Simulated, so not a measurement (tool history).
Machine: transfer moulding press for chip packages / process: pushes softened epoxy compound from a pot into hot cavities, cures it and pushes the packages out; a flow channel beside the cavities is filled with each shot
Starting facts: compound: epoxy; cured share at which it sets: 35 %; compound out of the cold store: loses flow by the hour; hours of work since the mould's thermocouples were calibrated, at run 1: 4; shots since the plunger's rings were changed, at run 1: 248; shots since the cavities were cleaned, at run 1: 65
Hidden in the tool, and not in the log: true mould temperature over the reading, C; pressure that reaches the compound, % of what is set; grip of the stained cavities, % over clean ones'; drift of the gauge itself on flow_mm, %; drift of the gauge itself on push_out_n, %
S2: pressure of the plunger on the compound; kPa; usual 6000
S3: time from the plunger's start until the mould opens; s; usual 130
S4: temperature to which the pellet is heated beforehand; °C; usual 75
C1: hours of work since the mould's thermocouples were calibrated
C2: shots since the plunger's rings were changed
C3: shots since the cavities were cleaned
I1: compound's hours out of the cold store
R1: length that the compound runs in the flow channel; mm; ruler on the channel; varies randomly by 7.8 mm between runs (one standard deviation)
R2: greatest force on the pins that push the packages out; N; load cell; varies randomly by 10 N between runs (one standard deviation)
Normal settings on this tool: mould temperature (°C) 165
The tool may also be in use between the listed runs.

run 1 hour=0 | mould_temperature_(°C)=165 S2=6000 S3=130 S4=75 | C1=4 C2=248 C3=65 | I1=17.5 | R1=880 R2=483
run 2 hour=12.8 | mould_temperature_(°C)=165 S2=6000 S3=130 S4=75 | C1=14 C2=384 C3=201 | I1=43.3 | R1=797 R2=479
run 3 hour=19.3 | mould_temperature_(°C)=165 S2=6000 S3=130 S4=75 | C1=18 C2=454 C3=271 | I1=22.8 | R1=881 R2=470
run 4 hour=27.2 | mould_temperature_(°C)=165 S2=6000 S3=130 S4=75 | C1=24 C2=538 C3=355 | I1=12.7 | R1=901 R2=463
run 5 hour=39.3 | mould_temperature_(°C)=165 S2=6000 S3=130 S4=68 | C1=33 C2=667 C3=484 | I1=17.8 | R1=886 R2=496
-- hour=51.2 cavities cleaned with cleaning compound and waxed
run 6 hour=51.2 | mould_temperature_(°C)=165 S2=6000 S3=130 S4=68 | C1=40 C2=778 C3=0 | I1=37.2 | R1=817 R2=478
run 7 hour=63.5 | mould_temperature_(°C)=165 S2=6000 S3=130 S4=68 | C1=49 C2=909 C3=131 | I1=44.7 | R1=800 R2=479
run 8 hour=68.9 | mould_temperature_(°C)=165 S2=6000 S3=130 S4=68 | C1=53 C2=966 C3=188 | I1=47.2 | R1=782 R2=479
run 9 hour=81.7 | mould_temperature_(°C)=165 S2=6000 S3=130 S4=68 | C1=62 C2=1102 C3=324 | I1=10.3 | R1=910 R2=473
run 10 hour=91.5 | mould_temperature_(°C)=165 S2=6000 S3=130 S4=68 | C1=70 C2=1206 C3=428 | I1=39.1 | R1=825 R2=468
run 11 hour=98.9 | mould_temperature_(°C)=165 S2=6000 S3=130 S4=75 | C1=75 C2=1285 C3=507 | I1=16.5 | R1=895 R2=470
run 12 hour=104.3 | mould_temperature_(°C)=165 S2=6000 S3=130 S4=75 | C1=79 C2=1342 C3=564 | I1=21.9 | R1=860 R2=484
-- hour=109.1 cavities cleaned with cleaning compound and waxed
run 13 hour=111.2 | mould_temperature_(°C)=159 S2=6000 S3=130 S4=75 | C1=83 C2=1400 C3=23 | I1=32.1 | R1=865 R2=641
run 14 hour=123.5 | mould_temperature_(°C)=159 S2=6000 S3=130 S4=75 | C1=92 C2=1531 C3=154 | I1=24.4 | R1=881 R2=659
run 15 hour=136 | mould_temperature_(°C)=165 S2=7420 S3=137 S4=71 | C1=101 C2=1664 C3=287 | I1=17.7 | R1=994 R2=455
run 16 hour=146.7 | mould_temperature_(°C)=166 S2=7420 S3=137 S4=83 | C1=108 C2=1777 C3=400 | I1=27.9 | R1=941 R2=449
run 17 hour=156.3 | mould_temperature_(°C)=167 S2=7420 S3=137 S4=83 | C1=115 C2=1880 C3=503 | I1=28.5 | R1=939 R2=426
-- hour=166.1 cavities cleaned with cleaning compound and waxed
run 18 hour=167 | mould_temperature_(°C)=167 S2=7420 S3=137 S4=83 | C1=122 C2=1978 C3=9 | I1=13.3 | R1=982 R2=418
run 19 hour=172.3 | mould_temperature_(°C)=165 S2=6000 S3=112 S4=77 | C1=126 C2=2035 C3=66 | I1=43.4 | R1=805 R2=547
run 20 hour=177.7 | mould_temperature_(°C)=165 S2=6000 S3=112 S4=77 | C1=130 C2=2092 C3=123 | I1=8.4 | R1=911 R2=618
run 21 hour=184.4 | mould_temperature_(°C)=171 S2=4730 S3=130 S4=70 | C1=135 C2=2163 C3=194 | I1=18.9 | R1=757 R2=428
run 22 hour=192.6 | mould_temperature_(°C)=163 S2=4730 S3=150 S4=70 | C1=141 C2=2251 C3=282 | I1=11.2 | R1=815 R2=454
run 23 hour=204.2 | mould_temperature_(°C)=168 S2=5990 S3=169 S4=77 | C1=149 C2=2374 C3=405 | I1=32.3 | R1=828 R2=410
run 24 hour=214.5 | mould_temperature_(°C)=168 S2=5990 S3=169 S4=77 | C1=156 C2=2483 C3=514 | I1=43.1 | R1=791 R2=418
run 25 hour=220.7 | mould_temperature_(°C)=170 S2=5840 S3=147 S4=75 | C1=161 C2=2549 C3=580 | I1=32.2 | R1=810 R2=423
-- hour=223.1 cavities cleaned with cleaning compound and waxed
run 26 hour=232.6 | mould_temperature_(°C)=165 S2=5810 S3=163 S4=69 | C1=168 C2=2660 C3=101 | I1=33.7 | R1=820 R2=415
run 27 hour=240 | mould_temperature_(°C)=165 S2=5810 S3=163 S4=69 | C1=174 C2=2739 C3=180 | I1=33.9 | R1=812 R2=418
run 28 hour=252.9 | mould_temperature_(°C)=165 S2=5810 S3=163 S4=69 | C1=183 C2=2876 C3=317 | I1=18.6 | R1=876 R2=438

Hidden state at the last listed run before each entry between runs and at the first one after, where it differs:
Runs 5 to 6: cavities cleaned with cleaning compound and waxed (hour 51.2)
  grip of the stained cavities, % over clean ones': 0.7 -> 0
Runs 12 to 13: cavities cleaned with cleaning compound and waxed (hour 109.1)
  grip of the stained cavities, % over clean ones': 0.8 -> 0.1
Runs 17 to 18: cavities cleaned with cleaning compound and waxed (hour 166.1)
  pressure that reaches the compound, % of what is set: 99.93 -> 99.92; grip of the stained cavities, % over clean ones': 0.7 -> 0.1
Runs 25 to 26: cavities cleaned with cleaning compound and waxed (hour 223.1)
  grip of the stained cavities, % over clean ones': 0.8 -> 0.2
